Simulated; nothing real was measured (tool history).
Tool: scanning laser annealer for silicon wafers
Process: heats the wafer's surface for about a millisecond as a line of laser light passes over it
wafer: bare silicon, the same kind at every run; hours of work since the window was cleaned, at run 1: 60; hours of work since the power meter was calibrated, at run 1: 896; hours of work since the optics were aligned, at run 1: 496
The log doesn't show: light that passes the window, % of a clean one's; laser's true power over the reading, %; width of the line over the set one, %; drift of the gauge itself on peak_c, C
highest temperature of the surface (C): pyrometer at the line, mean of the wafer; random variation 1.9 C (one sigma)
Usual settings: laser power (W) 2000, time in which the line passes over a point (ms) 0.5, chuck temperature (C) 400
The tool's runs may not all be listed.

run   hour  laser power (W)  time in which the line passes over a point (ms)  chuck temperature (C)  hours of work since the window was cleaned  hours of work since the power meter was calibrated  hours of work since the optics were aligned  highest temperature of the surface (C)
  1      0             2000                                              0.5                    400                                          60                                                 896                                          496                                    1184
  2   27.6             2000                                              0.5                    386                                          80                                                 916                                          515                                    1172
  3   57.9             2000                                              0.5                    386                                         101                                                 937                                          537                                    1167
  4   95.6             2000                                              0.5                    400                                         128                                                 964                                          564                                    1179
  5  127.6             2000                                              0.5                    400                                         151                                                 987                                          587                                    1177
  6  145.9             2000                                            0.478                    400                                         164                                                1000                                          600                                    1162
  7  171.8             2000                                            0.478                    400                                         182                                                1018                                          618                                    1159
  8  188.9             2196                                            0.478                    400                                         194                                                1031                                          630                                    1253
  9  223.8             1976                                              0.5                    400                                         219                                                1055                                          655                                    1160
 10  257.7             2000                                              0.5                    400                                         243                                                1080                                          679                                    1174
 11  293.6             2000                                              0.5                    400                                         269                                                1105                                          705                                    1166
 12  316.1             2000                                              0.5                    400                                         285                                                1121                                          721                                    1170
 13  352.1             2000                                              0.5                    400                                         310                                                1147                                          746                                    1170
 14  375.9             1704                                            0.504                    400                                         327                                                1164                                          763                                    1034
 15  399.2             1754                                            0.511                    361                                         344                                                1180                                          780                                    1023
 16  435.6             2188                                            0.424                    385                                         370                                                1206                                          806                                    1178
 17    463             2188                                            0.424                    385                                         389                                                1226                                          825                                    1180
 18  490.9             1719                                            0.439                    436                                         409                                                1245                                          845                                    1038
 19  518.5             1719                                            0.439                    436                                         429                                                1265                                          865                                    1035
 20  545.7             2168                                              0.5                    400                                         448                                                1284                                          884                                    1237
 21  571.1             2168                                              0.5                    400                                         466                                                1302                                          902                                    1233
 22  593.6             1800                                            0.576                    429                                         482                                                1318                                          918                                    1137
 23  616.3             1938                                            0.354                    426                                         498                                                1335                                          934                                    1057
     624.5  -- optics aligned, line set to its width
 24  646.3             1938                                            0.354                    426                                         516                                                1352                                           15                                    1063
 25  673.3             2048                                            0.575                    364                                         535                                                1372                                           35                                    1194

Hidden state at the last listed run before each entry between runs and at the first one after, where it differs:
Between runs 23 and 24: optics aligned, line set to its width (hour 624.5)
  light that passes the window, % of a clean one's: 96.79 -> 96.67; width of the line over the set one, %: 1.69 -> 0.18
  measured less the result without the state, highest temperature of the surface (C): -26 -> -20
